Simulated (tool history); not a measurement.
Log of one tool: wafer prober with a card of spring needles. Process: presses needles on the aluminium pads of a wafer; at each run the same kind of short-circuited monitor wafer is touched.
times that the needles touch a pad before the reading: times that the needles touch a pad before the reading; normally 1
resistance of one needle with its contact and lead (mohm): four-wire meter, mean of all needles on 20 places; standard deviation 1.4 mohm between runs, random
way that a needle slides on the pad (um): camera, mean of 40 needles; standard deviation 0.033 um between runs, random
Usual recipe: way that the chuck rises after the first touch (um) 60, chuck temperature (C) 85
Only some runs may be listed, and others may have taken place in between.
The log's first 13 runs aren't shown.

run,hour,way that the chuck rises after the first touch (um),chuck temperature (C),times that the needles touch a pad before the reading,touches since the tips were cleaned,cleanings since the card got new needles,touches since the first contact's height was set,resistance of one needle with its contact and lead (mohm),way that a needle slides on the pad (um)
14,311.7,60,25,1,6634,12,106927,110,13.79
# hour 317.6: tips cleaned on abrasive film
15,327.8,54,85,1,3485,13,112383,119,12.37
# hour 342.1: tips cleaned on abrasive film
16,351.1,54,85,1,3077,14,120272,121,12.41
# hour 365.8: tips cleaned on abrasive film
17,365.8,60,85,2,0,15,125238,118,13.71
# hour 390.4: tips cleaned on abrasive film
18,393.0,60,85,2,884,16,134475,117,13.76
19,410.6,70,65,1,6881,16,140472,113,16.06
# hour 414.1: tips cleaned on abrasive film
20,425.8,70,65,1,4005,17,145641,114,16.01
# hour 439.9: tips cleaned on abrasive film
21,449.4,45,65,1,3234,18,153631,119,10.30
# hour 464.4: tips cleaned on abrasive film
22,469.0,74,125,1,1580,19,160276,119,16.95
# hour 488.6: tips cleaned on abrasive film
23,488.6,51,125,3,0,20,166911,128,11.67
24,505.9,51,125,3,5913,20,172824,127,11.66
# hour 514.2: tips cleaned on abrasive film
# hour 514.5: height of the first contact set anew
25,530.6,51,115,3,5488,21,5488,127,11.66
# hour 538.0: tips cleaned on abrasive film
26,544.1,62,85,1,2067,22,10056,118,14.21
# hour 563.9: tips cleaned on abrasive film
27,573.5,62,85,1,3290,23,20055,118,14.19
# hour 588.8: tips cleaned on abrasive film
28,594.8,60,85,1,2042,24,27261,118,13.76
# hour 613.1: tips cleaned on abrasive film
29,619.4,60,85,1,2140,25,35599,118,13.72
# hour 638.6: tips cleaned on abrasive film
30,643.8,60,85,2,1791,26,43903,121,13.76
31,657.0,42,32,1,6281,26,48393,119,9.61
# hour 662.8: tips cleaned on abrasive film
# hour 686.9: tips cleaned on abrasive film
32,686.9,42,32,1,0,28,58501,116,9.63
# hour 713.2: tips cleaned on abrasive film
33,715.1,42,32,1,667,29,68101,116,9.64
# hour 736.6: tips cleaned on abrasive film
34,743.6,55,36,2,2376,30,77762,113,12.63

Here are 3 independent what-if runs from the current tool condition. What would each one return?
# hour 762.8: tips cleaned on abrasive film
A,769.2,53,119,3,2198,31,86464,?,?
# hour 762.8: tips cleaned on abrasive film
B,769.2,55,36,1,2198,31,86464,?,?
# hour 762.8: tips cleaned on abrasive film
C,769.2,60,39,1,2198,31,86464,?,?

run,resistance of one needle with its contact and lead (mohm),way that a needle slides on the pad (um)
A,125,12.12
B,111,12.58
C,110,13.78
With no hidden state in the tool, these same runs would have given:
run,resistance of one needle with its contact and lead (mohm),way that a needle slides on the pad (um)
A,125,12.12
B,110,12.58
C,110,13.78

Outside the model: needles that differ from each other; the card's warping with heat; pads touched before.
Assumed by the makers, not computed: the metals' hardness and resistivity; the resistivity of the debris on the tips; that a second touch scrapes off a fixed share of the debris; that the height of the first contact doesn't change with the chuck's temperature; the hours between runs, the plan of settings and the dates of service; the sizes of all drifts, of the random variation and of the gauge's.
